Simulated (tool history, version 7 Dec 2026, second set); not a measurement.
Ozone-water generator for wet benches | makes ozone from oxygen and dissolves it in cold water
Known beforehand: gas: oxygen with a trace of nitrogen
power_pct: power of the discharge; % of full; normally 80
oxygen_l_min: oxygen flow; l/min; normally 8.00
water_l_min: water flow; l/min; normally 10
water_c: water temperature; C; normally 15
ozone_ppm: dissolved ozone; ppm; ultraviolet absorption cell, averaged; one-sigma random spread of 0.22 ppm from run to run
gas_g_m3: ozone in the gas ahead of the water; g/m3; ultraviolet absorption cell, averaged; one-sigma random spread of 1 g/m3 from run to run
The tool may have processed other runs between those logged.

run   hour  power_pct  oxygen_l_min  water_l_min  water_c  ozone_ppm  gas_g_m3
  1    0.0         80          8.00           10       15       30.7     183.4
  2   24.7         80          8.00           10       15       31.1     181.1
  3   55.5         80          4.78           10       15       35.5     250.5
  4   97.5         91          4.78           10       15       39.4     285.2
  5  143.1         80          8.00           10       15       30.2     180.4
  6  171.9         80          8.00           10       15       30.4     180.2
  7  194.6         80          8.00           10       15       30.8     181.5
  8  220.4         80          5.13           10       15       34.4     238.0
  9  254.9         80          5.13           10       12       36.6     239.1
 10  280.0         80          5.13           10       12       36.2     237.3
 11  327.5         80          5.13           10       12       36.4     235.3
 12  358.1         68          8.00           10       15       26.0     155.1
 13  379.5         80          8.00           10       15       30.3     177.7
 14  418.6         80          8.00            7       14       38.7     180.3
 15  439.9         78          5.26            7       15       42.8     227.5
 16  478.8         78          5.26            7       15       42.9     227.3
 17  509.8         60          8.00           10        9       26.0     138.4
 18  537.5         80          4.01           10       15       35.8     275.7
 19  559.0         58          4.01           13       18       20.0     204.3
 20  608.2         58          6.44           13       22       17.0     151.5
 21  653.1         74          8.00           10       15       27.7     164.4
 22  677.7         95          5.83            7       15       48.9     258.1
 23  726.3         95          5.83            7       15       49.1     254.5
 24  756.8         95          5.83            7       15       48.7     255.5
 25  787.4         95          5.83            7       15       48.3     255.1

A few steps of ozone_ppm between consecutive runs. Split each: what settings, incoming material and random variation would produce without the hidden state, and what is left over for the hidden state, along with gauge scatter present in only one of the two compared results (measured, and without hidden state):
What the log doesn't record here: yield of the discharge, % of new electrodes'; contactor's efficiency, % of a clean one's; true water temperature over the reading, C; drift of the gauge itself on ozone_ppm, %; drift of the gauge itself on gas_g_m3, %.
Run 16 -> 17: power_pct 78 -> 60, oxygen_l_min 5.26 -> 8.00, water_l_min 7 -> 10, water_c 15 -> 9. ozone_ppm -16.9 ppm: hidden state +0.9, all else -17.8.
Run 18 -> 19: power_pct 80 -> 58, water_l_min 10 -> 13, water_c 15 -> 18. ozone_ppm -15.8 ppm: hidden state +1.3, all else -17.1.
Run 21 -> 22: power_pct 74 -> 95, oxygen_l_min 8.00 -> 5.83, water_l_min 10 -> 7. ozone_ppm +21.2 ppm: hidden state -1.5, all else +22.7.
